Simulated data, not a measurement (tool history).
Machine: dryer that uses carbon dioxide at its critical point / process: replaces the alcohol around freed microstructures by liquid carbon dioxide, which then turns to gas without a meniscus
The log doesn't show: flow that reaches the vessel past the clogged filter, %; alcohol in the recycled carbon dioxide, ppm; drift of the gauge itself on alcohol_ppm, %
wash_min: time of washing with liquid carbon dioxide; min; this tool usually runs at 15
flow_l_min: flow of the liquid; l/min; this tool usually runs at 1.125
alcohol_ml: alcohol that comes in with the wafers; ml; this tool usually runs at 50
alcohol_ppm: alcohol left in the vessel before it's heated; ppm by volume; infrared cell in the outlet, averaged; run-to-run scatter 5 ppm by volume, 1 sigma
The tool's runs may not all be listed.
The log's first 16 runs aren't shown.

run    hour  wash_min  flow_l_min  alcohol_ml  hours of work since the filter was changed  hours of work since the purifier's bed was changed  alcohol_ppm
 17   546.4        15        0.74          50                                         340                                                 896          467
      563.1  -- inlet filter changed
 18   575.7        15        0.74          50                                           4                                                 906          359
 19   600.5        15        1.13          51                                          13                                                 915          231
 20   621.9        15        1.13          51                                          21                                                 923          243
 21   653.5        15        1.16          98                                          32                                                 934          253
 22   675.6        15         1.7          24                                          40                                                 942          232
 23   710.6        15         1.7          24                                          52                                                 954          246
 24   759.5        15         1.7          24                                          70                                                 971          227
 25   796.3        14       1.125          63                                          83                                                 984          262
 26   841.3        14       1.125          63                                          99                                                1000          273
 27   887.3        14       1.125          63                                         115                                                1017          268
 28     938        11       1.125          31                                         133                                                1035          308
 29   969.9        16        1.43         107                                         144                                                1046          263
 30     999        12       1.125          26                                         154                                                1056          291
 31    1044        12        1.58          46                                         170                                                1072          269
 32  1068.7        12        1.58          46                                         179                                                1081          273
 33  1091.2        12       1.125          50                                         187                                                1089          330
 34    1128        12       1.125          50                                         200                                                1102          331
 35    1175        15         1.2          53                                         217                                                1119          281
 36  1214.1        23        1.47          25                                         231                                                1132          282

Consider 3 possible next runs. They are alternatives, not a sequence: every one starts from the tool as it was left by run 36. What does each give?
  A  1245.2        23        1.47          91                                         242                                                1143            ?
  B  1245.2        19        1.47          25                                         242                                                1143            ?
  C  1245.2        16        1.24          21                                         242                                                1143            ?

run  alcohol_ppm
  A          286
  B          285
  C          274
Without the tool's unlogged condition, the same runs would have read:
run  alcohol_ppm
  A           11
  B            3
  C            2
